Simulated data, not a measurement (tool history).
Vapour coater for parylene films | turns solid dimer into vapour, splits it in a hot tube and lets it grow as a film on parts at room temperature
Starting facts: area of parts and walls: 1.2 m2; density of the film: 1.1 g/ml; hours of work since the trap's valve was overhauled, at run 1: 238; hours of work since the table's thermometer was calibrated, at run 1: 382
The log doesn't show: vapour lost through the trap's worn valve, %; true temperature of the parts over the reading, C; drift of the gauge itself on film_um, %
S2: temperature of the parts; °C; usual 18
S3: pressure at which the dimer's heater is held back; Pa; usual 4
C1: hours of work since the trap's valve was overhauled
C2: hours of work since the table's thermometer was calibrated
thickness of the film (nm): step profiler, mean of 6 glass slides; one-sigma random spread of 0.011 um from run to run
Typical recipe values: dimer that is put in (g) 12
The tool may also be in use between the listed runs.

Run 1, hour 0: usual settings; C1 238; C2 382. Result: thickness of the film (nm) 4480.
Run 2, hour 19.6: usual settings but dimer that is put in (g) 5; C1 246; C2 390. Result: thickness of the film (nm) 1870.
Run 3, hour 40.8: usual settings; C1 255; C2 399. Result: thickness of the film (nm) 4470.
Run 4, hour 51.8: usual settings but dimer that is put in (g) 6; C1 260; C2 404. Result: thickness of the film (nm) 2240.
Run 5, hour 65.8: usual settings; C1 266; C2 409. Result: thickness of the film (nm) 4490.
Run 6, hour 76.6: usual settings; C1 270; C2 414. Result: thickness of the film (nm) 4500.
Run 7, hour 101.6: usual settings; C1 280; C2 424. Result: thickness of the film (nm) 4490.
Run 8, hour 126.1: usual settings; C1 291; C2 434. Result: thickness of the film (nm) 4490.
Run 9, hour 147.2: usual settings but S3 3.45 Pa; C1 299; C2 443. Result: thickness of the film (nm) 4600.
Run 10, hour 171: usual settings but dimer that is put in (g) 14, S3 3.45 Pa; C1 309; C2 453. Result: thickness of the film (nm) 5350.
Run 11, hour 187.2: usual settings but dimer that is put in (g) 14, S3 3.45 Pa; C1 316; C2 460. Result: thickness of the film (nm) 5340.
Run 12, hour 202.7: usual settings but dimer that is put in (g) 14, S2 10 °C, S3 3.45 Pa; C1 322; C2 466. Result: thickness of the film (nm) 7860.
Run 13, hour 223.8: usual settings but dimer that is put in (g) 14, S2 10 °C, S3 3.45 Pa; C1 331; C2 475. Result: thickness of the film (nm) 7860.
Run 14, hour 246.6: usual settings but dimer that is put in (g) 14, S2 10 °C, S3 3.45 Pa; C1 340; C2 484. Result: thickness of the film (nm) 7840.
Run 15, hour 263: usual settings but dimer that is put in (g) 14, S2 10 °C, S3 3.45 Pa; C1 347; C2 491. Result: thickness of the film (nm) 7850.
Run 16, hour 276.6: usual settings but dimer that is put in (g) 14, S2 10 °C, S3 3.45 Pa; C1 353; C2 497. Result: thickness of the film (nm) 7860.
Run 17, hour 295.5: usual settings but dimer that is put in (g) 14, S2 10 °C, S3 3.45 Pa; C1 361; C2 504. Result: thickness of the film (nm) 7850.
Run 18, hour 321.5: usual settings but dimer that is put in (g) 8; C1 371; C2 515. Result: thickness of the film (nm) 3030.
Run 19, hour 339.4: usual settings but dimer that is put in (g) 8; C1 379; C2 522. Result: thickness of the film (nm) 3020.
Run 20, hour 353.4: usual settings but S2 19 °C; C1 384; C2 528. Result: thickness of the film (nm) 4320.
Run 21, hour 366.5: usual settings but S2 19 °C; C1 390; C2 534. Result: thickness of the film (nm) 4310.
Run 22, hour 378.5: usual settings but S2 19 °C; C1 395; C2 539. Result: thickness of the film (nm) 4330.
Run 23, hour 395.6: usual settings but S2 19 °C; C1 402; C2 546. Result: thickness of the film (nm) 4330.
At hour 411.9: trap's valve overhauled.
Run 24, hour 415.1: usual settings but S2 19 °C; C1 1; C2 552. Result: thickness of the film (nm) 4330.
Run 25, hour 431: usual settings but S2 19 °C; C1 8; C2 559. Result: thickness of the film (nm) 4340.
Run 26, hour 449.2: usual settings but S2 21 °C, S3 3.96 Pa; C1 15; C2 566. Result: thickness of the film (nm) 3940.
Run 27, hour 462: usual settings but S2 21 °C, S3 5.68 Pa; C1 21; C2 572. Result: thickness of the film (nm) 3810.
Run 28, hour 485.4: usual settings but dimer that is put in (g) 11, S3 2.97 Pa; C1 30; C2 581. Result: thickness of the film (nm) 4300.
Run 29, hour 503.1: usual settings but dimer that is put in (g) 10, S3 8.07 Pa; C1 38; C2 588. Result: thickness of the film (nm) 3540.
Run 30, hour 519.3: usual settings but dimer that is put in (g) 19, S3 7.81 Pa; C1 44; C2 595. Result: thickness of the film (nm) 6780.
At hour 543.3: gauge calibrated.
Run 31, hour 545.3: usual settings but dimer that is put in (g) 5, S3 8.21 Pa; C1 55; C2 606. Result: thickness of the film (nm) 1730.
Run 32, hour 569.1: usual settings but S2 21 °C, S3 6.16 Pa; C1 65; C2 616. Result: thickness of the film (nm) 3730.
Run 33, hour 594.4: usual settings but dimer that is put in (g) 8, S2 15 °C, S3 6.84 Pa; C1 75; C2 626. Result: thickness of the film (nm) 3270.
Run 34, hour 620: usual settings but dimer that is put in (g) 8, S2 15 °C, S3 6.84 Pa; C1 86; C2 637. Result: thickness of the film (nm) 3300.
Run 35, hour 635.9: usual settings but dimer that is put in (g) 8, S2 15 °C, S3 6.84 Pa; C1 93; C2 643. Result: thickness of the film (nm) 3280.
Run 36, hour 648.8: usual settings but dimer that is put in (g) 8, S2 19 °C, S3 10 Pa; C1 98; C2 649. Result: thickness of the film (nm) 2630.
Run 37, hour 671.6: usual settings but dimer that is put in (g) 8, S2 19 °C, S3 10 Pa; C1 107; C2 658. Result: thickness of the film (nm) 2620.
Run 38, hour 683.9: usual settings but dimer that is put in (g) 8, S2 16 °C, S3 8.35 Pa; C1 112; C2 663. Result: thickness of the film (nm) 3070.
Run 39, hour 699.6: usual settings but dimer that is put in (g) 8, S2 16 °C, S3 8.35 Pa; C1 119; C2 670. Result: thickness of the film (nm) 3070.
Run 40, hour 720.7: usual settings but dimer that is put in (g) 8, S2 16 °C, S3 8.35 Pa; C1 128; C2 678. Result: thickness of the film (nm) 3080.
Run 41, hour 734.8: usual settings but dimer that is put in (g) 20, S2 13 °C, S3 6.68 Pa; C1 133; C2 684. Result: thickness of the film (nm) 9090.
Run 42, hour 758.5: usual settings but dimer that is put in (g) 9, S2 19 °C, S3 6.68 Pa; C1 143; C2 694. Result: thickness of the film (nm) 3070.

Each row is a separate what-if for the run after 42, all from the same tool condition, not one after another. Results?
Run A, hour 779.7: usual settings but dimer that is put in (g) 8, S2 10 °C, S3 3.24 Pa; C1 152; C2 703. Result: thickness of the film (nm) ?.
Run B, hour 779.7: usual settings but dimer that is put in (g) 19, S2 20 °C; C1 152; C2 703. Result: thickness of the film (nm) ?.
Run C, hour 779.7: usual settings but dimer that is put in (g) 14, S2 10 °C, S3 6.68 Pa; C1 152; C2 703. Result: thickness of the film (nm) ?.

run  thickness of the film (nm)
  A                        4510
  B                        6540
  C                        7340
Without the tool's unlogged condition, the same runs would have read:
run  thickness of the film (nm)
  A                        4470
  B                        6490
  C                        7290
